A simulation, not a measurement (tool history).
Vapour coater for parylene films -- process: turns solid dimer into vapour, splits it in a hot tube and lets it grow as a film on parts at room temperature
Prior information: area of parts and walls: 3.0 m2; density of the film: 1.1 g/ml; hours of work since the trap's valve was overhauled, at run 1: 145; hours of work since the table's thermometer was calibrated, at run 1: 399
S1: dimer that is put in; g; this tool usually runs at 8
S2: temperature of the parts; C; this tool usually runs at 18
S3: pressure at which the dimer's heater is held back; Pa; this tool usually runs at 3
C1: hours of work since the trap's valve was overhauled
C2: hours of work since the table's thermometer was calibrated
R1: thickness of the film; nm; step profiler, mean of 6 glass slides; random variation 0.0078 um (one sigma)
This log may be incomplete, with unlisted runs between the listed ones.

| run | hour | S1 | S2 | S3 | C1 | C2 | R1 |
|---|---|---|---|---|---|---|---|
| 1 | 0 | 8 | 18 | 3 | 145 | 399 | 1557 |
| 2 | 14 | 8 | 18 | 3 | 154 | 408 | 1566 |
| 3 | 24.7 | 8 | 21 | 3 | 161 | 414 | 1481 |
| 4 | 34.5 | 8 | 18 | 3 | 167 | 421 | 1563 |
| 5 | 47.9 | 8 | 18 | 3 | 175 | 429 | 1546 |
| 6 | 65.5 | 8 | 18 | 3 | 186 | 440 | 1563 |
| 7 | 76.9 | 8 | 29 | 3 | 193 | 447 | 1292 |
| 8 | 84.9 | 8 | 29 | 3 | 198 | 452 | 1289 |
| 9 | 92.7 | 8 | 29 | 3 | 203 | 457 | 1287 |
| 10 | 102.3 | 8 | 29 | 3 | 209 | 463 | 1279 |
| 11 | 116.6 | 8 | 12 | 3 | 218 | 472 | 1724 |
| 12 | 126.2 | 8 | 12 | 3 | 224 | 478 | 1709 |
| 13 | 145 | 8 | 15 | 3 | 236 | 490 | 1606 |
| 14 | 153.9 | 8 | 15 | 3 | 242 | 495 | 1623 |
| 15 | 164.2 | 8 | 15 | 3 | 248 | 502 | 1624 |
| 16 | 182.4 | 8 | 18 | 3 | 259 | 513 | 1552 |

The next listed run, before its measurement:
| 17 | 192 | 8 | 18 | 3 | 265 | 519 | ? |

{"run 17": {"R1": 1533}}
On a tool with no hidden condition, and with the same random variation, this run would have come out at R1 1556 nm.
